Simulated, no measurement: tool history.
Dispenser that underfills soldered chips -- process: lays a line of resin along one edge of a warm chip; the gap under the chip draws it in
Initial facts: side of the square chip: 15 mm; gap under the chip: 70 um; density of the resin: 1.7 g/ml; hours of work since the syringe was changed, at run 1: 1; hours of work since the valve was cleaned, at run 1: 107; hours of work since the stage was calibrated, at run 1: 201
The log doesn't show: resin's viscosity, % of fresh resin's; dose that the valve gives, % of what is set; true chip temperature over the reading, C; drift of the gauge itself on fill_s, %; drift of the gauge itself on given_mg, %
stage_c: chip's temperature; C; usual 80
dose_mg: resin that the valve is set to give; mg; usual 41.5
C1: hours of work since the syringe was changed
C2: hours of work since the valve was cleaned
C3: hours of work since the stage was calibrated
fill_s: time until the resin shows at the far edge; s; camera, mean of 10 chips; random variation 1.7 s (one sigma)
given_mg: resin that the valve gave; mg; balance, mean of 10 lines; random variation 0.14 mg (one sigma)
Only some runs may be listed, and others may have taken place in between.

run 1 hour=0 | stage_c=80 dose_mg=41.5 | C1=1 C2=107 C3=201 | fill_s=168.4 given_mg=38.51
-- hour=6.6 dispensing valve cleaned and set on the balance
run 2 hour=6.9 | stage_c=80 dose_mg=41.5 | C1=5 C2=0 C3=206 | fill_s=237.8 given_mg=41.58
-- hour=12.5 new syringe of resin
run 3 hour=13.2 | stage_c=87 dose_mg=41.5 | C1=0 C2=5 C3=210 | fill_s=116.5 given_mg=41.52
run 4 hour=18.9 | stage_c=87 dose_mg=41.5 | C1=5 C2=9 C3=214 | fill_s=162 given_mg=41.19
run 5 hour=24.2 | stage_c=80 dose_mg=41.5 | C1=9 C2=13 C3=218 | fill_s=311.8 given_mg=41.08
-- hour=25.7 new syringe of resin
run 6 hour=29.2 | stage_c=80 dose_mg=41.5 | C1=2 C2=16 C3=221 | fill_s=182.2 given_mg=41.34
run 7 hour=33.8 | stage_c=80 dose_mg=41.5 | C1=6 C2=19 C3=225 | fill_s=242.3 given_mg=40.96
-- hour=38.4 new syringe of resin
run 8 hour=38.4 | stage_c=80 dose_mg=54 | C1=0 C2=22 C3=228 | fill_s=148.7 given_mg=53.37
run 9 hour=46.3 | stage_c=80 dose_mg=54 | C1=6 C2=28 C3=234 | fill_s=239.2 given_mg=53.26
-- hour=51.1 new syringe of resin
run 10 hour=53.4 | stage_c=80 dose_mg=54 | C1=2 C2=33 C3=239 | fill_s=170.9 given_mg=52.61
run 11 hour=62.8 | stage_c=81 dose_mg=54 | C1=9 C2=40 C3=245 | fill_s=279.5 given_mg=52.47
-- hour=64.3 new syringe of resin
run 12 hour=67.7 | stage_c=81 dose_mg=54 | C1=2 C2=43 C3=249 | fill_s=174 given_mg=52.4
run 13 hour=76.4 | stage_c=81 dose_mg=49.6 | C1=9 C2=50 C3=255 | fill_s=289.3 given_mg=47.82
-- hour=77.3 new syringe of resin
run 14 hour=81.2 | stage_c=81 dose_mg=49.6 | C1=3 C2=53 C3=258 | fill_s=175.9 given_mg=48.02
run 15 hour=86.7 | stage_c=81 dose_mg=49.6 | C1=7 C2=57 C3=262 | fill_s=244.4 given_mg=47.7
-- hour=90.4 new syringe of resin
run 16 hour=95.2 | stage_c=80 dose_mg=41.5 | C1=3 C2=63 C3=268 | fill_s=197.5 given_mg=39.95
run 17 hour=102.3 | stage_c=80 dose_mg=41.5 | C1=9 C2=68 C3=274 | fill_s=304.6 given_mg=39.62
-- hour=103.2 new syringe of resin
run 18 hour=107.4 | stage_c=75 dose_mg=41.5 | C1=3 C2=72 C3=277 | fill_s=240.4 given_mg=39.34
run 19 hour=111.6 | stage_c=80 dose_mg=44.2 | C1=6 C2=75 C3=280 | fill_s=242.2 given_mg=42.07
-- hour=116 new syringe of resin
run 20 hour=118.9 | stage_c=80 dose_mg=44.2 | C1=2 C2=80 C3=285 | fill_s=174.6 given_mg=42.01
run 21 hour=126.5 | stage_c=80 dose_mg=44.2 | C1=8 C2=85 C3=291 | fill_s=276.7 given_mg=41.77
-- hour=129 new syringe of resin
run 22 hour=132 | stage_c=84 dose_mg=41.5 | C1=2 C2=89 C3=295 | fill_s=144 given_mg=39.07
run 23 hour=137.9 | stage_c=84 dose_mg=41.5 | C1=6 C2=93 C3=299 | fill_s=205.7 given_mg=38.87
-- hour=142.4 new syringe of resin
run 24 hour=146.6 | stage_c=66 dose_mg=41.5 | C1=3 C2=99 C3=305 | fill_s=363.5 given_mg=39.09
run 25 hour=153.8 | stage_c=66 dose_mg=41.5 | C1=8 C2=105 C3=310 | fill_s=556.1 given_mg=38.9
-- hour=155.2 new syringe of resin
run 26 hour=161.3 | stage_c=71 dose_mg=41.2 | C1=4 C2=110 C3=315 | fill_s=317.3 given_mg=38.33
-- hour=163.6 dispensing valve cleaned and set on the balance
-- hour=169 new syringe of resin
run 27 hour=169 | stage_c=72 dose_mg=50.7 | C1=0 C2=4 C3=320 | fill_s=209.8 given_mg=50.17
run 28 hour=174.9 | stage_c=84 dose_mg=45.6 | C1=4 C2=8 C3=324 | fill_s=175.7 given_mg=45.02
run 29 hour=180.5 | stage_c=94 dose_mg=38.2 | C1=8 C2=12 C3=328 | fill_s=161.2 given_mg=37.81
-- hour=182.2 new syringe of resin
run 30 hour=185.3 | stage_c=94 dose_mg=38.2 | C1=2 C2=15 C3=332 | fill_s=98.1 given_mg=37.5
run 31 hour=189.6 | stage_c=94 dose_mg=38.2 | C1=5 C2=18 C3=335 | fill_s=124.2 given_mg=37.46
-- hour=195.1 new syringe of resin
run 32 hour=198.3 | stage_c=94 dose_mg=38.2 | C1=2 C2=25 C3=341 | fill_s=97.6 given_mg=37.3
run 33 hour=205.5 | stage_c=95 dose_mg=44 | C1=8 C2=30 C3=346 | fill_s=140 given_mg=42.8
-- hour=207.9 new syringe of resin
-- hour=210.6 stage's temperature calibrated
run 34 hour=211.4 | stage_c=67 dose_mg=36.3 | C1=2 C2=33 C3=1 | fill_s=364.2 given_mg=35.25
run 35 hour=218.8 | stage_c=67 dose_mg=36.3 | C1=7 C2=39 C3=6 | fill_s=570 given_mg=35.28

Difference, measured minus no-hidden-state, one row per run. Run-to-run variation is common to both terms; the gauge's own scatter need not be:
run=1 fill_s=+3.3 given_mg=-2.99
run=2 fill_s=+71.3 given_mg=-0.01
run=3 fill_s=-3.8 given_mg=-0.13
run=4 fill_s=+42.9 given_mg=-0.24
run=5 fill_s=+144.6 given_mg=-0.37
run=6 fill_s=+19.5 given_mg=-0.46
run=7 fill_s=+78.3 given_mg=-0.53
run=8 fill_s=-11.5 given_mg=-0.8
run=9 fill_s=+78.3 given_mg=-0.98
run=10 fill_s=+9 given_mg=-1.15
run=11 fill_s=+128.2 given_mg=-1.39
run=12 fill_s=+18.9 given_mg=-1.49
run=13 fill_s=+136.1 given_mg=-1.58
run=14 fill_s=+19.8 given_mg=-1.7
run=15 fill_s=+88.6 given_mg=-1.82
run=16 fill_s=+35 given_mg=-1.69
run=17 fill_s=+140 given_mg=-1.83
run=18 fill_s=+30.5 given_mg=-1.91
run=19 fill_s=+77.6 given_mg=-2.13
run=20 fill_s=+12.7 given_mg=-2.27
run=21 fill_s=+114.2 given_mg=-2.42
run=22 fill_s=+7.8 given_mg=-2.36
run=23 fill_s=+68.6 given_mg=-2.46
run=24 fill_s=+39.3 given_mg=-2.62
run=25 fill_s=+234.8 given_mg=-2.76
run=26 fill_s=+67.7 given_mg=-2.86
run=27 fill_s=-25.7 given_mg=-0.41
run=28 fill_s=+38.4 given_mg=-0.51
run=29 fill_s=+71.7 given_mg=-0.53
run=30 fill_s=+6.9 given_mg=-0.61
run=31 fill_s=+34.7 given_mg=-0.68
run=32 fill_s=+7.8 given_mg=-0.81
run=33 fill_s=+55.9 given_mg=-1.09
run=34 fill_s=+49.5 given_mg=-0.97
run=35 fill_s=+253.7 given_mg=-1.11
